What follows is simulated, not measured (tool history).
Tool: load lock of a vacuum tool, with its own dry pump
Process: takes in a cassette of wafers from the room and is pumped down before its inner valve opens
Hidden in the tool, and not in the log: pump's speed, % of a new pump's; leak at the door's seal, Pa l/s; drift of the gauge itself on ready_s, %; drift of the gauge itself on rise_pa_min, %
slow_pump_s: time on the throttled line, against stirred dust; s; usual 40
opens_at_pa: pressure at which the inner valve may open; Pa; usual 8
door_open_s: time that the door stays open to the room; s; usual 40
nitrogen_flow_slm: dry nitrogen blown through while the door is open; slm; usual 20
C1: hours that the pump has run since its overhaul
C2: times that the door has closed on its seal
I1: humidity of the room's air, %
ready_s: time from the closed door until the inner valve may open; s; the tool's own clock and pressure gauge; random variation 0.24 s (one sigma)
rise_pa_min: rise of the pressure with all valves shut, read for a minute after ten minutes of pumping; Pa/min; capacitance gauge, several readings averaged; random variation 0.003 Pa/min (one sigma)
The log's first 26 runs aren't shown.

run 27 hour=1758.7 | slow_pump_s=77 opens_at_pa=9 door_open_s=173 nitrogen_flow_slm=29 | C1=9751 C2=22521 | I1=44.8 | ready_s=92.9 rise_pa_min=0.161
run 28 hour=1825.7 | slow_pump_s=40 opens_at_pa=8 door_open_s=40 nitrogen_flow_slm=24 | C1=9818 C2=22828 | I1=45.4 | ready_s=64.5 rise_pa_min=0.165
run 29 hour=1901.3 | slow_pump_s=64 opens_at_pa=9 door_open_s=141 nitrogen_flow_slm=6 | C1=9893 C2=23175 | I1=45.6 | ready_s=83.0 rise_pa_min=0.198
run 30 hour=1968.6 | slow_pump_s=25 opens_at_pa=14 door_open_s=76 nitrogen_flow_slm=20 | C1=9961 C2=23484 | I1=44.8 | ready_s=50.2 rise_pa_min=0.177
run 31 hour=2021.6 | slow_pump_s=25 opens_at_pa=14 door_open_s=76 nitrogen_flow_slm=24 | C1=10014 C2=23727 | I1=44.5 | ready_s=50.5 rise_pa_min=0.183
run 32 hour=2074.0 | slow_pump_s=29 opens_at_pa=9 door_open_s=134 nitrogen_flow_slm=6 | C1=10066 C2=23967 | I1=44.0 | ready_s=55.2 rise_pa_min=0.207
run 33 hour=2146.1 | slow_pump_s=35 opens_at_pa=8 door_open_s=40 nitrogen_flow_slm=19 | C1=10138 C2=24297 | I1=48.7 | ready_s=60.8 rise_pa_min=0.184
run 34 hour=2188.3 | slow_pump_s=35 opens_at_pa=8 door_open_s=40 nitrogen_flow_slm=19 | C1=10180 C2=24491 | I1=46.4 | ready_s=60.5 rise_pa_min=0.185
run 35 hour=2281.5 | slow_pump_s=64 opens_at_pa=9 door_open_s=145 nitrogen_flow_slm=30 | C1=10274 C2=24919 | I1=43.8 | ready_s=82.8 rise_pa_min=0.191
run 36 hour=2375.8 | slow_pump_s=57 opens_at_pa=6 door_open_s=200 nitrogen_flow_slm=14 | C1=10368 C2=25351 | I1=43.5 | ready_s=78.6 rise_pa_min=0.214

Forecast each of these 4 alternatives for the next run:
run A hour=2430.2 | slow_pump_s=31 opens_at_pa=8 door_open_s=40 nitrogen_flow_slm=20 | C1=10422 C2=25600 | I1=43.4 | ready_s=? rise_pa_min=?
run B hour=2430.2 | slow_pump_s=27 opens_at_pa=8 door_open_s=99 nitrogen_flow_slm=20 | C1=10422 C2=25600 | I1=43.7 | ready_s=? rise_pa_min=?
run C hour=2430.2 | slow_pump_s=23 opens_at_pa=8 door_open_s=40 nitrogen_flow_slm=20 | C1=10422 C2=25600 | I1=47.9 | ready_s=? rise_pa_min=?
run D hour=2430.2 | slow_pump_s=65 opens_at_pa=13 door_open_s=200 nitrogen_flow_slm=25 | C1=10422 C2=25600 | I1=44.1 | ready_s=? rise_pa_min=?

run=A ready_s=57.5 rise_pa_min=0.198
run=B ready_s=54.4 rise_pa_min=0.195
run=C ready_s=51.4 rise_pa_min=0.204
run=D ready_s=81.9 rise_pa_min=0.204
Without the tool's hidden state the same runs would have given:
run=A ready_s=54.5 rise_pa_min=0.021
run=B ready_s=51.3 rise_pa_min=0.024
run=C ready_s=48.1 rise_pa_min=0.030
run=D ready_s=79.8 rise_pa_min=0.031
